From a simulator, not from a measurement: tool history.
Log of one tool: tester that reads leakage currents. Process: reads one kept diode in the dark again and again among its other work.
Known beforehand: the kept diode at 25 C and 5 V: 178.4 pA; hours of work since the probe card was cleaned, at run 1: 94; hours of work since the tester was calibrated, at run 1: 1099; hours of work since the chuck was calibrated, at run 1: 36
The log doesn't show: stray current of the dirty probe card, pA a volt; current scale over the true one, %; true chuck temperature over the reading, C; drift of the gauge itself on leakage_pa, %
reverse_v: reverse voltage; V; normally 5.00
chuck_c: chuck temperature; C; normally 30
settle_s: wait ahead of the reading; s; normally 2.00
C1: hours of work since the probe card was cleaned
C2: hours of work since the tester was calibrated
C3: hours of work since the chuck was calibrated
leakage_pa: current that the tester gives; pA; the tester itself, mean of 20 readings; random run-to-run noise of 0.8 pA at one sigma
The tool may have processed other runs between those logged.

Run 1, day 0.000: usual settings; C1 94; C2 1099; C3 36. Result: leakage_pa 270.66 pA.
Run 2, day 1.746: usual settings but reverse_v 2.87 V; C1 122; C2 1128; C3 65. Result: leakage_pa 208.25 pA.
Run 3, day 2.683: usual settings but reverse_v 2.87 V; C1 138; C2 1143; C3 80. Result: leakage_pa 207.99 pA.
Run 4, day 4.338: usual settings but reverse_v 2.87 V; C1 165; C2 1171; C3 108. Result: leakage_pa 210.36 pA.
Run 5, day 5.350: usual settings but reverse_v 2.87 V, chuck_c 54 C; C1 182; C2 1187; C3 124. Result: leakage_pa 1211.87 pA.
Run 6, day 6.996: usual settings but reverse_v 2.87 V, chuck_c 54 C; C1 209; C2 1214; C3 151. Result: leakage_pa 1226.03 pA.
Run 7, day 8.154: usual settings but reverse_v 2.87 V, chuck_c 54 C; C1 228; C2 1233; C3 170. Result: leakage_pa 1228.05 pA.
Run 8, day 9.988: usual settings but chuck_c 31 C; C1 258; C2 1264; C3 201. Result: leakage_pa 307.72 pA.
Run 9, day 11.908: usual settings but chuck_c 31 C; C1 290; C2 1295; C3 232. Result: leakage_pa 309.84 pA.
Run 10, day 13.079: usual settings but chuck_c 31 C; C1 309; C2 1314; C3 251. Result: leakage_pa 309.45 pA.
Run 11, day 14.500: usual settings but reverse_v 3.49 V; C1 332; C2 1338; C3 275. Result: leakage_pa 241.16 pA.
Run 12, day 16.283: usual settings; C1 362; C2 1367; C3 304. Result: leakage_pa 290.76 pA.
Run 13, day 18.088: usual settings but settle_s 0.48 s; C1 391; C2 1397; C3 334. Result: leakage_pa 297.15 pA.
Run 14, day 20.104: usual settings but chuck_c 32 C; C1 424; C2 1430; C3 367. Result: leakage_pa 344.76 pA.
Run 15, day 21.179: usual settings; C1 442; C2 1448; C3 385. Result: leakage_pa 296.21 pA.
Run 16, day 22.779: usual settings but settle_s 0.80 s; C1 468; C2 1474; C3 411. Result: leakage_pa 299.01 pA.
Run 17, day 23.929: usual settings but settle_s 0.80 s; C1 487; C2 1493; C3 430. Result: leakage_pa 301.89 pA.
Run 18, day 25.079: usual settings; C1 506; C2 1512; C3 449. Result: leakage_pa 302.01 pA.
Run 19, day 26.775: usual settings; C1 534; C2 1540; C3 477. Result: leakage_pa 303.67 pA.
Run 20, day 28.738: usual settings; C1 567; C2 1572; C3 509. Result: leakage_pa 306.34 pA.
Run 21, day 30.025: usual settings but reverse_v 3.34 V, chuck_c 34 C, settle_s 2.60 s; C1 588; C2 1593; C3 530. Result: leakage_pa 340.55 pA.
Run 22, day 31.612: usual settings but reverse_v 5.61 V, chuck_c 33 C, settle_s 2.60 s; C1 614; C2 1619; C3 556. Result: leakage_pa 414.68 pA.
Run 23, day 32.512: usual settings but reverse_v 3.34 V, chuck_c 53 C, settle_s 8.17 s; C1 629; C2 1634; C3 571. Result: leakage_pa 1342.42 pA.
Run 24, day 34.042: usual settings but reverse_v 16.26 V, chuck_c 40 C, settle_s 0.90 s; C1 654; C2 1659; C3 596. Result: leakage_pa 1205.13 pA.
Run 25, day 35.354: usual settings but chuck_c 27 C; C1 675; C2 1681; C3 618. Result: leakage_pa 248.84 pA.
Run 26, day 36.629: usual settings but reverse_v 1.57 V, settle_s 0.34 s; C1 696; C2 1702; C3 639. Result: leakage_pa 178.84 pA.
Run 27, day 37.708: usual settings but reverse_v 1.21 V, chuck_c 26 C, settle_s 2.63 s; C1 714; C2 1720; C3 657. Result: leakage_pa 114.05 pA.
Run 28, day 39.312: usual settings but reverse_v 1.21 V, chuck_c 26 C, settle_s 9.54 s; C1 741; C2 1746; C3 683. Result: leakage_pa 114.15 pA.
Run 29, day 40.683: usual settings but reverse_v 1.04 V, chuck_c 28 C; C1 763; C2 1769; C3 706. Result: leakage_pa 125.25 pA.
Run 30, day 41.617: usual settings but reverse_v 1.04 V, chuck_c 28 C; C1 779; C2 1784; C3 721. Result: leakage_pa 125.94 pA.
Run 31, day 42.846: usual settings but reverse_v 2.41 V, chuck_c 32 C; C1 799; C2 1804; C3 741. Result: leakage_pa 261.68 pA.
Run 32, day 44.583: usual settings but reverse_v 4.01 V, chuck_c 40 C, settle_s 1.71 s; C1 827; C2 1833; C3 770. Result: leakage_pa 618.82 pA.
Run 33, day 46.608: usual settings but reverse_v 6.55 V, chuck_c 35 C, settle_s 1.71 s; C1 861; C2 1866; C3 803. Result: leakage_pa 555.07 pA.
At day 46.983: chuck's temperature calibrated.
Run 34, day 48.433: usual settings but reverse_v 2.53 V, chuck_c 53 C, settle_s 8.75 s; C1 889; C2 1895; C3 24. Result: leakage_pa 1041.13 pA.
Run 35, day 49.542: usual settings but reverse_v 2.53 V, chuck_c 20 C, settle_s 0.56 s; C1 908; C2 1913; C3 42. Result: leakage_pa 88.21 pA.
Run 36, day 51.312: usual settings but reverse_v 2.53 V, chuck_c 20 C, settle_s 0.56 s; C1 937; C2 1942; C3 71. Result: leakage_pa 89.35 pA.
Run 37, day 52.458: usual settings but reverse_v 15.84 V, chuck_c 33 C, settle_s 0.77 s; C1 956; C2 1961; C3 90. Result: leakage_pa 633.74 pA.
Run 38, day 54.142: usual settings but reverse_v 15.84 V, chuck_c 29 C, settle_s 0.77 s; C1 983; C2 1989; C3 118. Result: leakage_pa 473.32 pA.
Run 39, day 55.621: usual settings but reverse_v 2.41 V, chuck_c 58 C; C1 1008; C2 2013; C3 142. Result: leakage_pa 1460.51 pA.

Selected run-to-run steps in leakage_pa, each split into two signed amounts: the part the tool would show with no hidden state at all (from settings, incoming material and random variation), and the remainder, which goes to the hidden state together with any gauge scatter not common to the measured and the hidden-state-free results:
Run 4 -> 5: chuck_c 30 -> 54. leakage_pa +1001.51 pA: hidden state +29.85, all else +971.66.
Run 22 -> 23: reverse_v 5.61 -> 3.34, chuck_c 33 -> 53, settle_s 2.60 -> 8.17. leakage_pa +927.74 pA: hidden state +102.01, all else +825.73.
Run 24 -> 25: reverse_v 16.26 -> 5.00, chuck_c 40 -> 27, settle_s 0.90 -> 2.00. leakage_pa -956.29 pA: hidden state -126.09, all else -830.20.
Run 33 -> 34: reverse_v 6.55 -> 2.53, chuck_c 35 -> 53, settle_s 1.71 -> 8.75, chuck's temperature calibrated. leakage_pa +486.06 pA: hidden state -91.78, all else +577.84.
Run 38 -> 39: reverse_v 15.84 -> 2.41, chuck_c 29 -> 58, settle_s 0.77 -> 2.00. leakage_pa +987.19 pA: hidden state +19.92, all else +967.27.

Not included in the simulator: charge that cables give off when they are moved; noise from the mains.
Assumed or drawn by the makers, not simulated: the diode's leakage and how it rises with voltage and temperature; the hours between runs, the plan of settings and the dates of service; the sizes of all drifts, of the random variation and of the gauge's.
